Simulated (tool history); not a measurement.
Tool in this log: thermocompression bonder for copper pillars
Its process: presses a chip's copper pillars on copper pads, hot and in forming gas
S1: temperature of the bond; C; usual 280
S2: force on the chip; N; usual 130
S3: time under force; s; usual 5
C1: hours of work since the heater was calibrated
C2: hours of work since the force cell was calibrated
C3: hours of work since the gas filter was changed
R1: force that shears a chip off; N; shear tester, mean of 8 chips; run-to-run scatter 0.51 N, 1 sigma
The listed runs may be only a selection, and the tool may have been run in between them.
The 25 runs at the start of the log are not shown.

Run 26, day 22.442: usual settings but S3 3 s; C1 335; C2 663; C3 119. Result: R1 67.2 N.
Run 27, day 23.033: usual settings but S1 305 C, S3 4 s; C1 346; C2 673; C3 129. Result: R1 99.7 N.
Run 28, day 23.904: usual settings but S1 310 C, S2 131 N, S3 4 s; C1 361; C2 689; C3 145. Result: R1 103.6 N.
Run 29, day 24.892: usual settings but S1 310 C, S2 131 N, S3 4 s; C1 378; C2 706; C3 162. Result: R1 102.4 N.
Run 30, day 26.079: usual settings but S1 254 C, S2 138 N, S3 4 s; C1 399; C2 727; C3 183. Result: R1 53.7 N.
Run 31, day 26.775: usual settings but S1 253 C, S2 138 N, S3 11 s; C1 411; C2 739; C3 195. Result: R1 76.2 N.
Run 32, day 27.358: usual settings but S1 287 C, S3 3 s; C1 421; C2 749; C3 205. Result: R1 72.1 N.
Run 33, day 28.238: usual settings but S1 266 C, S2 119 N, S3 3 s; C1 437; C2 765; C3 221. Result: R1 49.7 N.
Run 34, day 29.350: usual settings but S2 105 N, S3 3 s; C1 456; C2 784; C3 240. Result: R1 53.7 N.
Run 35, day 30.267: usual settings but S2 105 N, S3 3 s; C1 472; C2 800; C3 256. Result: R1 53.2 N.
Run 36, day 31.225: usual settings but S1 282 C; C1 489; C2 817; C3 273. Result: R1 80.2 N.
Run 37, day 32.246: usual settings but S1 282 C; C1 507; C2 835; C3 291. Result: R1 79.6 N.
Run 38, day 33.371: usual settings but S1 303 C, S2 102 N, S3 4 s; C1 527; C2 855; C3 311. Result: R1 76.9 N.
At day 34.033: forming gas filter changed.
Run 39, day 34.033: usual settings but S1 292 C, S2 102 N, S3 4 s; C1 538; C2 866; C3 0. Result: R1 71.7 N.

Predict each of these 5 candidate next runs independently; none follows another, all start after run 39:
Run A, day 35.179: usual settings but S1 296 C, S2 150 N, S3 13 s; C1 558; C2 886; C3 20. Result: R1 ?.
Run B, day 35.179: usual settings but S1 309 C, S2 134 N, S3 8 s; C1 558; C2 886; C3 20. Result: R1 ?.
Run C, day 35.179: usual settings but S1 292 C, S2 102 N; C1 558; C2 886; C3 20. Result: R1 ?.
Run D, day 35.179: usual settings but S1 300 C, S2 101 N, S3 9 s; C1 558; C2 886; C3 20. Result: R1 ?.
Run E, day 35.179: usual settings but S2 146 N; C1 558; C2 886; C3 20. Result: R1 ?.

run     R1
  A  131.8
  B  123.9
  C   77.5
  D  100.4
  E   89.7
Had the tool no hidden state, the same runs would have come out as:
run     R1
  A  132.9
  B  124.8
  C   78.6
  D  101.4
  E   91.1
